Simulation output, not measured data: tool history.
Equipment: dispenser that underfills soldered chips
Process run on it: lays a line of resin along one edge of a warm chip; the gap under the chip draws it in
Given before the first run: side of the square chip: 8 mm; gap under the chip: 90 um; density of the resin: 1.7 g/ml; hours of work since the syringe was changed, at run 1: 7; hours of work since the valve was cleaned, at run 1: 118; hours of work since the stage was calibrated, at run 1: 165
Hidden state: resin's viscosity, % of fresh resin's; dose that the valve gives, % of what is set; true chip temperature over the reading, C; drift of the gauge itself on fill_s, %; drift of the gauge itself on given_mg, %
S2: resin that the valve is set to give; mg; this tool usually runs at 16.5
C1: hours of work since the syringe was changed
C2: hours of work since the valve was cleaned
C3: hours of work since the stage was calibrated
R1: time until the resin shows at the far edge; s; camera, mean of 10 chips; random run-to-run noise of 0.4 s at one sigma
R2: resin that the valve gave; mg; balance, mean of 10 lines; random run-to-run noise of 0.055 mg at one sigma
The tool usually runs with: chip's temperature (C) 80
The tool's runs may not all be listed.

Run 1, hour 0.0: usual settings; C1 7; C2 118; C3 165. Result: R1 39.3 s, R2 15.64 mg.
At hour 0.7: new syringe of resin.
Run 2, hour 7.6: usual settings; C1 4; C2 123; C3 170. Result: R1 33.9 s, R2 15.69 mg.
At hour 9.2: dispensing valve cleaned and set on the balance.
At hour 13.5: new syringe of resin.
Run 3, hour 16.9: usual settings; C1 2; C2 5; C3 175. Result: R1 29.4 s, R2 16.47 mg.
At hour 25.8: new syringe of resin.
Run 4, hour 26.7: usual settings but S2 20.6 mg; C1 1; C2 11; C3 181. Result: R1 29.0 s, R2 20.50 mg.
Run 5, hour 35.8: usual settings but S2 14.2 mg; C1 6; C2 17; C3 187. Result: R1 38.5 s, R2 14.15 mg.
At hour 37.4: new syringe of resin.
Run 6, hour 42.4: usual settings but S2 14.2 mg; C1 3; C2 21; C3 191. Result: R1 32.6 s, R2 14.07 mg.
At hour 48.9: new syringe of resin.
Run 7, hour 50.3: usual settings but S2 14.2 mg; C1 1; C2 25; C3 196. Result: R1 29.5 s, R2 13.98 mg.
Run 8, hour 58.2: usual settings but S2 14.2 mg; C1 6; C2 30; C3 201. Result: R1 36.6 s, R2 14.08 mg.
At hour 61.2: new syringe of resin.
Run 9, hour 66.7: usual settings but chip's temperature (C) 66, S2 14.2 mg; C1 4; C2 36; C3 206. Result: R1 68.6 s, R2 13.94 mg.
At hour 73.1: new syringe of resin.
Run 10, hour 73.4: usual settings; C1 0; C2 40; C3 210. Result: R1 27.4 s, R2 16.19 mg.
Run 11, hour 81.2: usual settings; C1 5; C2 45; C3 215. Result: R1 35.7 s, R2 16.17 mg.
At hour 84.9: new syringe of resin.
Run 12, hour 89.1: usual settings; C1 3; C2 50; C3 220. Result: R1 30.6 s, R2 16.14 mg.
Run 13, hour 94.4: usual settings; C1 6; C2 53; C3 223. Result: R1 36.2 s, R2 16.08 mg.
At hour 96.5: new syringe of resin.
Run 14, hour 102.8: usual settings; C1 4; C2 58; C3 228. Result: R1 33.9 s, R2 16.07 mg.
At hour 108.2: new syringe of resin.
Run 15, hour 110.5: usual settings; C1 2; C2 63; C3 233. Result: R1 28.9 s, R2 16.05 mg.
Run 16, hour 116.4: usual settings; C1 5; C2 67; C3 237. Result: R1 35.1 s, R2 16.04 mg.
At hour 120.2: new syringe of resin.
Run 17, hour 121.6: usual settings; C1 1; C2 70; C3 240. Result: R1 28.3 s, R2 16.00 mg.
Run 18, hour 126.0: usual settings but S2 14.9 mg; C1 4; C2 72; C3 243. Result: R1 33.5 s, R2 14.47 mg.
At hour 132.1: new syringe of resin.
Run 19, hour 135.6: usual settings but S2 14.9 mg; C1 2; C2 78; C3 249. Result: R1 30.9 s, R2 14.40 mg.
At hour 143.8: new syringe of resin.
Run 20, hour 144.6: usual settings but chip's temperature (C) 89, S2 19.3 mg; C1 1; C2 84; C3 254. Result: R1 17.8 s, R2 18.61 mg.
Run 21, hour 151.7: usual settings but chip's temperature (C) 89, S2 19.3 mg; C1 5; C2 88; C3 259. Result: R1 21.8 s, R2 18.65 mg.
At hour 155.7: new syringe of resin.
Run 22, hour 158.5: usual settings but S2 19.3 mg; C1 2; C2 93; C3 263. Result: R1 29.2 s, R2 18.54 mg.
At hour 167.3: new syringe of resin.
Run 23, hour 168.1: usual settings but chip's temperature (C) 74, S2 20.9 mg; C1 1; C2 98; C3 269. Result: R1 37.9 s, R2 19.99 mg.
Run 24, hour 172.6: usual settings but chip's temperature (C) 69, S2 15.4 mg; C1 3; C2 101; C3 272. Result: R1 59.5 s, R2 14.75 mg.
Run 25, hour 178.1: usual settings but chip's temperature (C) 73, S2 15.5 mg; C1 7; C2 105; C3 275. Result: R1 56.9 s, R2 14.78 mg.
At hour 179.1: new syringe of resin.
Run 26, hour 187.9: usual settings but chip's temperature (C) 79, S2 17.4 mg; C1 6; C2 111; C3 281. Result: R1 37.8 s, R2 16.62 mg.
At hour 190.9: new syringe of resin.
Run 27, hour 192.7: usual settings but chip's temperature (C) 92, S2 17.9 mg; C1 1; C2 114; C3 284. Result: R1 16.1 s, R2 17.09 mg.
Run 28, hour 199.5: usual settings but chip's temperature (C) 92, S2 17.9 mg; C1 6; C2 118; C3 289. Result: R1 19.9 s, R2 16.99 mg.
At hour 203.0: new syringe of resin.
Run 29, hour 206.6: usual settings but chip's temperature (C) 72, S2 17.3 mg; C1 2; C2 122; C3 293. Result: R1 47.1 s, R2 16.46 mg.
At hour 208.9: dispensing valve cleaned and set on the balance.
Run 30, hour 214.1: usual settings but chip's temperature (C) 78, S2 15.3 mg; C1 6; C2 3; C3 297. Result: R1 42.3 s, R2 15.41 mg.
At hour 216.1: new syringe of resin.
Run 31, hour 222.2: usual settings but chip's temperature (C) 92, S2 16.7 mg; C1 4; C2 8; C3 302. Result: R1 18.9 s, R2 16.60 mg.
Run 32, hour 227.1: usual settings but chip's temperature (C) 89; C1 7; C2 11; C3 305. Result: R1 26.0 s, R2 16.41 mg.
At hour 228.3: new syringe of resin.
Run 33, hour 231.2: usual settings but chip's temperature (C) 76, S2 17.9 mg; C1 2; C2 14; C3 307. Result: R1 36.8 s, R2 17.85 mg.
Run 34, hour 238.4: usual settings but chip's temperature (C) 74; C1 6; C2 18; C3 312. Result: R1 51.0 s, R2 16.34 mg.
At hour 240.3: new syringe of resin.
Run 35, hour 246.7: usual settings but chip's temperature (C) 76, S2 17.5 mg; C1 4; C2 24; C3 317. Result: R1 42.7 s, R2 17.36 mg.
Run 36, hour 251.1: usual settings but chip's temperature (C) 89, S2 15.4 mg; C1 7; C2 26; C3 320. Result: R1 25.3 s, R2 15.18 mg.

Forecast each of these 3 alternatives for the next run:
At hour 252.0: new syringe of resin.
At hour 257.9: stage's temperature calibrated.
Run A, hour 257.9: usual settings but chip's temperature (C) 89, S2 19.4 mg; C1 3; C2 30; C3 0. Result: R1 ?, R2 ?.
At hour 252.0: new syringe of resin.
At hour 257.9: stage's temperature calibrated.
Run B, hour 257.9: usual settings but chip's temperature (C) 74, S2 17.6 mg; C1 3; C2 30; C3 0. Result: R1 ?, R2 ?.
At hour 252.0: new syringe of resin.
At hour 257.9: stage's temperature calibrated.
Run C, hour 257.9: usual settings but chip's temperature (C) 72, S2 16.7 mg; C1 3; C2 30; C3 0. Result: R1 ?, R2 ?.

run    R1     R2
  A  18.8  19.14
  B  40.0  17.41
  C  45.4  16.53
Without the tool's unlogged condition, the same runs would have read:
run    R1     R2
  A  16.5  19.37
  B  35.1  17.62
  C  39.8  16.73

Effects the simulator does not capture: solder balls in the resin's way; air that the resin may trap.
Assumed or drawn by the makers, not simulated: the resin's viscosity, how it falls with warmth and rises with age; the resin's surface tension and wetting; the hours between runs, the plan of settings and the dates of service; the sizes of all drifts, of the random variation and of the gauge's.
